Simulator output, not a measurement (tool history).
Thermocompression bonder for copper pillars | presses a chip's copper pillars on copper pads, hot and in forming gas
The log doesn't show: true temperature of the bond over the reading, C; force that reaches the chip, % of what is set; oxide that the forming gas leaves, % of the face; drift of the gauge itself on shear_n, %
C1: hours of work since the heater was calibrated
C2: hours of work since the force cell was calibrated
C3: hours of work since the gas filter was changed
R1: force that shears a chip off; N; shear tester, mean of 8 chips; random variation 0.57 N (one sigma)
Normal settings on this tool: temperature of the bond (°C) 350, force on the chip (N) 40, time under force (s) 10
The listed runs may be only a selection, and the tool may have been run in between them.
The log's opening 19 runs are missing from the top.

{"run": 20, "hour": 738.1, "temperature of the bond (°C)": 350, "force on the chip (N)": 40, "time under force (s)": 8, "C1": 334, "C2": 806, "C3": 24, "R1": 45.6}
{"run": 21, "hour": 793.2, "temperature of the bond (°C)": 325, "force on the chip (N)": 28, "time under force (s)": 9, "C1": 358, "C2": 830, "C3": 47, "R1": 25.8}
{"run": 22, "hour": 831.6, "temperature of the bond (°C)": 343, "force on the chip (N)": 48, "time under force (s)": 7, "C1": 374, "C2": 846, "C3": 64, "R1": 48.9}
{"run": 23, "hour": 864.1, "temperature of the bond (°C)": 343, "force on the chip (N)": 48, "time under force (s)": 7, "C1": 388, "C2": 860, "C3": 78, "R1": 48.7}
{"run": 24, "hour": 917.6, "temperature of the bond (°C)": 357, "force on the chip (N)": 28, "time under force (s)": 7, "C1": 411, "C2": 883, "C3": 101, "R1": 30.8}
{"hour": 921.9, "done": "force cell calibrated"}
{"run": 25, "hour": 953.4, "temperature of the bond (°C)": 350, "force on the chip (N)": 43, "time under force (s)": 26, "C1": 426, "C2": 14, "C3": 116, "R1": 68.0}
{"run": 26, "hour": 997.6, "temperature of the bond (°C)": 347, "force on the chip (N)": 25, "time under force (s)": 11, "C1": 445, "C2": 33, "C3": 135, "R1": 27.1}
{"run": 27, "hour": 1046.1, "temperature of the bond (°C)": 350, "force on the chip (N)": 44, "time under force (s)": 7, "C1": 466, "C2": 53, "C3": 156, "R1": 43.7}
{"run": 28, "hour": 1096.8, "temperature of the bond (°C)": 348, "force on the chip (N)": 29, "time under force (s)": 10, "C1": 488, "C2": 75, "C3": 177, "R1": 30.5}
{"run": 29, "hour": 1134.2, "temperature of the bond (°C)": 364, "force on the chip (N)": 38, "time under force (s)": 19, "C1": 504, "C2": 91, "C3": 193, "R1": 57.4}
{"hour": 1139.4, "done": "force cell calibrated, once more"}
{"run": 30, "hour": 1169.1, "temperature of the bond (°C)": 324, "force on the chip (N)": 40, "time under force (s)": 27, "C1": 518, "C2": 13, "C3": 208, "R1": 59.6}
{"run": 31, "hour": 1197.3, "temperature of the bond (°C)": 375, "force on the chip (N)": 40, "time under force (s)": 10, "C1": 530, "C2": 25, "C3": 220, "R1": 62.0}
{"run": 32, "hour": 1232.4, "temperature of the bond (°C)": 375, "force on the chip (N)": 40, "time under force (s)": 10, "C1": 546, "C2": 40, "C3": 235, "R1": 60.3}
{"run": 33, "hour": 1268.0, "temperature of the bond (°C)": 375, "force on the chip (N)": 32, "time under force (s)": 10, "C1": 561, "C2": 55, "C3": 250, "R1": 48.8}
{"run": 34, "hour": 1319.2, "temperature of the bond (°C)": 326, "force on the chip (N)": 40, "time under force (s)": 20, "C1": 583, "C2": 77, "C3": 272, "R1": 52.9}
{"run": 35, "hour": 1352.0, "temperature of the bond (°C)": 350, "force on the chip (N)": 26, "time under force (s)": 10, "C1": 597, "C2": 92, "C3": 287, "R1": 31.7}
{"run": 36, "hour": 1401.0, "temperature of the bond (°C)": 350, "force on the chip (N)": 26, "time under force (s)": 10, "C1": 618, "C2": 113, "C3": 308, "R1": 31.2}
{"run": 37, "hour": 1425.0, "temperature of the bond (°C)": 350, "force on the chip (N)": 40, "time under force (s)": 14, "C1": 628, "C2": 123, "C3": 318, "R1": 55.7}
{"run": 38, "hour": 1467.2, "temperature of the bond (°C)": 350, "force on the chip (N)": 40, "time under force (s)": 14, "C1": 647, "C2": 141, "C3": 336, "R1": 54.0}
{"hour": 1476.8, "done": "forming gas filter changed"}
{"run": 39, "hour": 1499.2, "temperature of the bond (°C)": 344, "force on the chip (N)": 28, "time under force (s)": 23, "C1": 660, "C2": 155, "C3": 10, "R1": 48.2}
{"run": 40, "hour": 1543.2, "temperature of the bond (°C)": 357, "force on the chip (N)": 40, "time under force (s)": 12, "C1": 679, "C2": 174, "C3": 29, "R1": 59.5}

Forecast each of these 3 alternatives for the next run:
{"run": "A", "hour": 1574.2, "temperature of the bond (°C)": 357, "force on the chip (N)": 36, "time under force (s)": 8, "C1": 692, "C2": 187, "C3": 42, "R1": "?"}
{"run": "B", "hour": 1574.2, "temperature of the bond (°C)": 337, "force on the chip (N)": 40, "time under force (s)": 12, "C1": 692, "C2": 187, "C3": 42, "R1": "?"}
{"run": "C", "hour": 1574.2, "temperature of the bond (°C)": 372, "force on the chip (N)": 40, "time under force (s)": 7, "C1": 692, "C2": 187, "C3": 42, "R1": "?"}

run=A R1=44.0
run=B R1=49.9
run=C R1=53.9
Stripped of hidden state, with their random variation kept, the same runs would have yielded:
run=A R1=47.4
run=B R1=53.7
run=C R1=57.7

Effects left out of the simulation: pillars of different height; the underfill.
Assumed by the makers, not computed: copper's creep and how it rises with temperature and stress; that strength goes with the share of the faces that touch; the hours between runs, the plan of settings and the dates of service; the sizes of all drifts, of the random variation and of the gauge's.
